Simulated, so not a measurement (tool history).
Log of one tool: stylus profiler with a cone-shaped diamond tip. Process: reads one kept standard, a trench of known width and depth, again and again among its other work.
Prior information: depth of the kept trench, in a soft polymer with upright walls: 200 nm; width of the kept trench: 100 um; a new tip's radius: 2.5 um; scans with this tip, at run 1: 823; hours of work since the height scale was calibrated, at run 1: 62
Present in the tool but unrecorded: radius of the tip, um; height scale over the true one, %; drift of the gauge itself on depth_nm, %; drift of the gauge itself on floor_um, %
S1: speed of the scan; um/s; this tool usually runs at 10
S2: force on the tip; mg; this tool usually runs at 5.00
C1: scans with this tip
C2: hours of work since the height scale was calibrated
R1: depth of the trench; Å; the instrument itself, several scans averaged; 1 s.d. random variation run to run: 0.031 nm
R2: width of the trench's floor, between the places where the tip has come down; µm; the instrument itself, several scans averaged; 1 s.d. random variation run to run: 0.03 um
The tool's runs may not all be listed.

run 1 hour=0.0 | S1=10 S2=5.00 | C1=823 C2=62 | R1=2018.0 R2=97.85
run 2 hour=47.6 | S1=10 S2=5.00 | C1=1091 C2=82 | R1=2018.9 R2=97.78
run 3 hour=129.9 | S1=10 S2=5.00 | C1=1555 C2=117 | R1=2018.5 R2=97.72
run 4 hour=213.2 | S1=10 S2=5.00 | C1=2024 C2=152 | R1=2019.2 R2=97.60
run 5 hour=278.8 | S1=10 S2=5.00 | C1=2393 C2=180 | R1=2018.9 R2=97.59
run 6 hour=319.6 | S1=10 S2=5.00 | C1=2622 C2=198 | R1=2018.7 R2=97.54
run 7 hour=395.2 | S1=16 S2=9.58 | C1=3048 C2=230 | R1=2029.3 R2=97.43
run 8 hour=432.2 | S1=36 S2=4.31 | C1=3256 C2=245 | R1=2017.8 R2=97.35
run 9 hour=470.3 | S1=13 S2=1.89 | C1=3471 C2=261 | R1=2010.0 R2=97.32
run 10 hour=520.3 | S1=13 S2=1.89 | C1=3752 C2=283 | R1=2009.5 R2=97.30
run 11 hour=576.7 | S1=3 S2=14.99 | C1=4070 C2=307 | R1=2040.0 R2=97.30

Alternative continuations, all from the tool just after run 11; predict every row:
run A hour=624.4 | S1=10 S2=1.72 | C1=4338 C2=327 | R1=? R2=?
run B hour=624.4 | S1=10 S2=14.45 | C1=4338 C2=327 | R1=? R2=?
run C hour=624.4 | S1=3 S2=3.03 | C1=4338 C2=327 | R1=? R2=?

run=A R1=2009.1 R2=97.19
run=B R1=2038.9 R2=97.29
run=C R1=2014.4 R2=97.29
What these runs would have given with no unlogged condition in the tool:
run=A R1=2009.1 R2=97.95
run=B R1=2038.8 R2=98.06
run=C R1=2014.3 R2=98.06
